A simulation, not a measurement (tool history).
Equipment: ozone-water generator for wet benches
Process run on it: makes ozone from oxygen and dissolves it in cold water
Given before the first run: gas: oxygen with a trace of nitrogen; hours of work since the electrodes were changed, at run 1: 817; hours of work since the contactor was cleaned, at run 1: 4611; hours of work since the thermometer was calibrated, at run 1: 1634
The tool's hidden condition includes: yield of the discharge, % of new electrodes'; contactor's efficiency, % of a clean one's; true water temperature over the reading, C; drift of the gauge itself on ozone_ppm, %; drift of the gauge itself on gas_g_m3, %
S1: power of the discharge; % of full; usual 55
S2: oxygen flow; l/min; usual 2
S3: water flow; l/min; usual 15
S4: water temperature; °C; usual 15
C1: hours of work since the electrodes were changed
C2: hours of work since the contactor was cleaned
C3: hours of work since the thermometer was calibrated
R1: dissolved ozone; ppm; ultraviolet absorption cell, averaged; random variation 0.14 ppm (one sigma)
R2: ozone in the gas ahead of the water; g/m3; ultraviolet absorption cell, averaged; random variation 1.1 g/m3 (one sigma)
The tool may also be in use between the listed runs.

run    hour  S1    S2  S3  S4    C1    C2    C3    R1     R2
  1       0  55     2  15  15   817  4611  1634  14.4  182.9
  2      43  55     2  15  15   857  4651  1674  14.3  180.7
  3    92.8  55     2  15  16   904  4697  1720  14.3  181.5
  4   131.4  55     2  15  16   940  4733  1756  14.3  180.9
  5   167.6  55     2  20  16   973  4767  1790  10.7  179.8
  6   192.7  55     2  20  16   997  4791  1814  10.7  181.4
  7   219.1  55  1.45  15  15  1022  4815  1838  13.3    212
  8   267.7  55  1.11  15  15  1067  4861  1884  12.3  246.1
  9   315.6  55  1.11  15  15  1112  4905  1928  12.4  242.1
 10     365  55  1.11  15  15  1158  4952  1974  12.4  246.1
 11   398.7  55     2  15  17  1189  4983  2006  13.9  179.3
 12   436.4  55     2  13  15  1224  5018  2041  16.4    179
 13   486.4  55     2  13  15  1271  5065  2088  16.3  180.1
 14   517.6  55     2  13  15  1300  5094  2117  16.3  180.6
 15   562.9  55     2  13  15  1343  5136  2159  16.3    180
 16   614.6  55     2  13  15  1391  5185  2208  16.3  179.7
 17   638.7  55     2  18  15  1413  5207  2230  11.6  178.7
 18   672.6  75   2.3  12  21  1445  5239  2262  21.1  211.8
 19   702.6  88  1.17  12  22  1473  5267  2290  21.5  344.6
 20   744.6  55  3.13   9  15  1512  5306  2329  22.3  140.7
 21   769.1  55  1.05  15   9  1535  5329  2352  12.3  250.8
 22   814.6  55  1.05  19  15  1578  5371  2394   9.3  250.5
 23   862.9  61     2  19  15  1623  5416  2439  11.8  193.8
 24   905.3  91  1.67  15  18  1662  5456  2479  19.9  291.8
 25   948.6  60     2  15  15  1703  5496  2519    15  190.6
 26    1003  60  1.82  22  23  1754  5547  2570   9.3  198.8
 27  1040.2  50  1.82  20  23  1788  5582  2605     9  173.1
 28  1066.4  79     2  13  12  1813  5606  2629  22.1  234.8
 29  1109.4  80     2  13  12  1853  5647  2670    22  234.6
 30  1160.3  46  1.95  14   8  1900  5694  2717  13.6  155.5
 31  1204.8  55  2.43  15  13  1942  5736  2759  14.6  161.6
 32  1247.9  55  2.43  15  13  1982  5776  2799  14.9  158.5
 33  1284.4  97     2  15  15  2016  5810  2833  21.9  272.6

Measured minus without-hidden-state, run by run (identical run-to-run variation in each term; gauge scatter may differ):
run    R1     R2
  1  -0.8   -4.6
  2  -0.8   -4.7
  3  -0.9   -4.9
  4  -0.9   -5.1
  5  -0.8   -5.2
  6  -0.7   -5.3
  7  -0.8   -6.3
  8  -0.7   -7.6
  9  -0.8   -7.7
 10  -0.8     -8
 11  -0.9   -6.1
 12  -1.1   -6.2
 13  -1.1   -6.4
 14  -1.2   -6.5
 15  -1.1   -6.7
 16  -1.1   -6.9
 17  -0.9   -6.9
 18  -1.8    -11
 19    -2  -20.5
 20  -1.5   -5.8
 21    -1  -10.4
 22  -0.8  -10.6
 23  -1.2   -9.3
 24  -2.1  -19.7
 25  -1.3   -9.4
 26  -0.9  -10.1
 27  -0.9   -7.4
 28  -2.3  -15.5
 29  -2.3    -16
 30  -1.1   -6.4
 31  -1.4   -8.2
 32  -1.3   -8.3
 33  -2.7  -22.8
